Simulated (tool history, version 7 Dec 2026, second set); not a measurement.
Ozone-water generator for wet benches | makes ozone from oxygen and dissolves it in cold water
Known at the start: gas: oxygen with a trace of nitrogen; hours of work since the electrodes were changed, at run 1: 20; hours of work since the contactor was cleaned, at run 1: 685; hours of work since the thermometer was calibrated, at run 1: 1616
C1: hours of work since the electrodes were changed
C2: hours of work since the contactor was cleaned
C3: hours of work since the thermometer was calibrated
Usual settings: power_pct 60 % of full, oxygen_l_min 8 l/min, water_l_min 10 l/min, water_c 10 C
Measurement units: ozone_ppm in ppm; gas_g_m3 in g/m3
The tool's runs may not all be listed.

Run 1, day 0: usual settings; C1 20; C2 685; C3 1616. Result: ozone_ppm 36.3 ppm, gas_g_m3 157.8 g/m3.
Run 2, day 1.133: usual settings but water_l_min 11 l/min; C1 42; C2 707; C3 1638. Result: ozone_ppm 34.4 ppm, gas_g_m3 160.2 g/m3.
Run 3, day 2.158: usual settings but water_l_min 11 l/min; C1 61; C2 726; C3 1657. Result: ozone_ppm 34.7 ppm, gas_g_m3 160.1 g/m3.
Run 4, day 3.258: usual settings; C1 82; C2 747; C3 1678. Result: ozone_ppm 36.4 ppm, gas_g_m3 159 g/m3.
Run 5, day 4.533: usual settings but water_l_min 7 l/min; C1 106; C2 772; C3 1703. Result: ozone_ppm 42.7 ppm, gas_g_m3 158.7 g/m3.
Run 6, day 5.162: usual settings but water_l_min 7 l/min; C1 119; C2 784; C3 1715. Result: ozone_ppm 43.4 ppm, gas_g_m3 158.5 g/m3.
Run 7, day 6.042: usual settings; C1 135; C2 800; C3 1732. Result: ozone_ppm 36.1 ppm, gas_g_m3 159.7 g/m3.
Run 8, day 7.062: usual settings; C1 155; C2 820; C3 1751. Result: ozone_ppm 36.5 ppm, gas_g_m3 157.5 g/m3.
Run 9, day 8.033: usual settings but water_c 15 C; C1 173; C2 838; C3 1770. Result: ozone_ppm 32.2 ppm, gas_g_m3 158.2 g/m3.
Run 10, day 8.721: usual settings but water_c 15 C; C1 186; C2 852; C3 1783. Result: ozone_ppm 32.8 ppm, gas_g_m3 157 g/m3.
Run 11, day 9.592: usual settings; C1 203; C2 868; C3 1799. Result: ozone_ppm 36.1 ppm, gas_g_m3 156 g/m3.
Run 12, day 10.558: usual settings; C1 221; C2 887; C3 1818. Result: ozone_ppm 36.5 ppm, gas_g_m3 157.6 g/m3.
Run 13, day 11.554: usual settings; C1 240; C2 906; C3 1837. Result: ozone_ppm 35.8 ppm, gas_g_m3 156.1 g/m3.
Run 14, day 12.775: usual settings; C1 264; C2 929; C3 1860. Result: ozone_ppm 36.2 ppm, gas_g_m3 158 g/m3.
Run 15, day 13.933: usual settings; C1 286; C2 951; C3 1882. Result: ozone_ppm 36.5 ppm, gas_g_m3 155.3 g/m3.
Run 16, day 15.204: usual settings; C1 310; C2 975; C3 1906. Result: ozone_ppm 36.3 ppm, gas_g_m3 156.1 g/m3.
Run 17, day 16.208: usual settings; C1 329; C2 994; C3 1926. Result: ozone_ppm 36 ppm, gas_g_m3 156.4 g/m3.
Run 18, day 16.908: usual settings; C1 343; C2 1008; C3 1939. Result: ozone_ppm 35.9 ppm, gas_g_m3 157.3 g/m3.
At day 17.071: gauge calibrated.
Run 19, day 18.088: usual settings; C1 365; C2 1030; C3 1961. Result: ozone_ppm 36.4 ppm, gas_g_m3 159.8 g/m3.
Run 20, day 18.829: usual settings; C1 379; C2 1044; C3 1976. Result: ozone_ppm 36.3 ppm, gas_g_m3 160.2 g/m3.
Run 21, day 19.55: usual settings but power_pct 54 % of full, water_l_min 8 l/min; C1 393; C2 1058; C3 1989. Result: ozone_ppm 37.4 ppm, gas_g_m3 147.1 g/m3.
Run 22, day 20.246: usual settings but oxygen_l_min 5.62 l/min; C1 406; C2 1071; C3 2003. Result: ozone_ppm 35.5 ppm, gas_g_m3 177.1 g/m3.
Run 23, day 20.908: usual settings but power_pct 97 % of full, oxygen_l_min 5.62 l/min, water_l_min 16 l/min; C1 419; C2 1084; C3 2015. Result: ozone_ppm 36.5 ppm, gas_g_m3 252 g/m3.
Run 24, day 21.888: usual settings but oxygen_l_min 7.72 l/min, water_c 9 C; C1 438; C2 1103; C3 2034. Result: ozone_ppm 36.7 ppm, gas_g_m3 158.9 g/m3.
Run 25, day 22.504: usual settings but oxygen_l_min 7.72 l/min, water_c 12 C; C1 449; C2 1114; C3 2046. Result: ozone_ppm 35 ppm, gas_g_m3 162.5 g/m3.
Run 26, day 23.579: usual settings but power_pct 61 % of full, oxygen_l_min 9.59 l/min, water_c 12 C; C1 470; C2 1135; C3 2066. Result: ozone_ppm 35.1 ppm, gas_g_m3 153.6 g/m3.
Run 27, day 24.654: usual settings but power_pct 61 % of full, oxygen_l_min 12.33 l/min, water_c 12 C; C1 490; C2 1155; C3 2087. Result: ozone_ppm 34.6 ppm, gas_g_m3 138.7 g/m3.
Run 28, day 25.758: usual settings but oxygen_l_min 13.11 l/min, water_l_min 8 l/min, water_c 7 C; C1 511; C2 1177; C3 2108. Result: ozone_ppm 42 ppm, gas_g_m3 134.4 g/m3.
Run 29, day 26.342: usual settings but power_pct 91 % of full; C1 523; C2 1188; C3 2119. Result: ozone_ppm 48.9 ppm, gas_g_m3 212.7 g/m3.
Run 30, day 27.612: usual settings but power_pct 91 % of full; C1 547; C2 1212; C3 2143. Result: ozone_ppm 49.1 ppm, gas_g_m3 211.7 g/m3.
Run 31, day 28.633: usual settings but power_pct 86 % of full, water_l_min 15 l/min; C1 566; C2 1231; C3 2163. Result: ozone_ppm 36.7 ppm, gas_g_m3 203.3 g/m3.
Run 32, day 29.696: usual settings but power_pct 86 % of full, water_l_min 15 l/min; C1 587; C2 1252; C3 2183. Result: ozone_ppm 37.5 ppm, gas_g_m3 205.1 g/m3.

Consider 3 possible next runs. They are alternatives, not a sequence: every one starts from the tool as it was left by run 32. What does each give?
Run A, day 30.446: usual settings but power_pct 86 % of full, oxygen_l_min 12.08 l/min, water_c 7 C; C1 601; C2 1266; C3 2197. Result: ozone_ppm ?, gas_g_m3 ?.
Run B, day 30.446: usual settings but power_pct 86 % of full, oxygen_l_min 4.85 l/min, water_l_min 15 l/min, water_c 11 C; C1 601; C2 1266; C3 2197. Result: ozone_ppm ?, gas_g_m3 ?.
Run C, day 30.446: usual settings but power_pct 86 % of full, oxygen_l_min 10.18 l/min, water_l_min 15 l/min; C1 601; C2 1266; C3 2197. Result: ozone_ppm ?, gas_g_m3 ?.

run  ozone_ppm  gas_g_m3
  A       49.8     178.4
  B       33.5     238.1
  C       38.2     186.6
With no hidden state in the tool, these same runs would have given:
run  ozone_ppm  gas_g_m3
  A       49.8     182.8
  B       33.5     243.9
  C       38.2     191.1
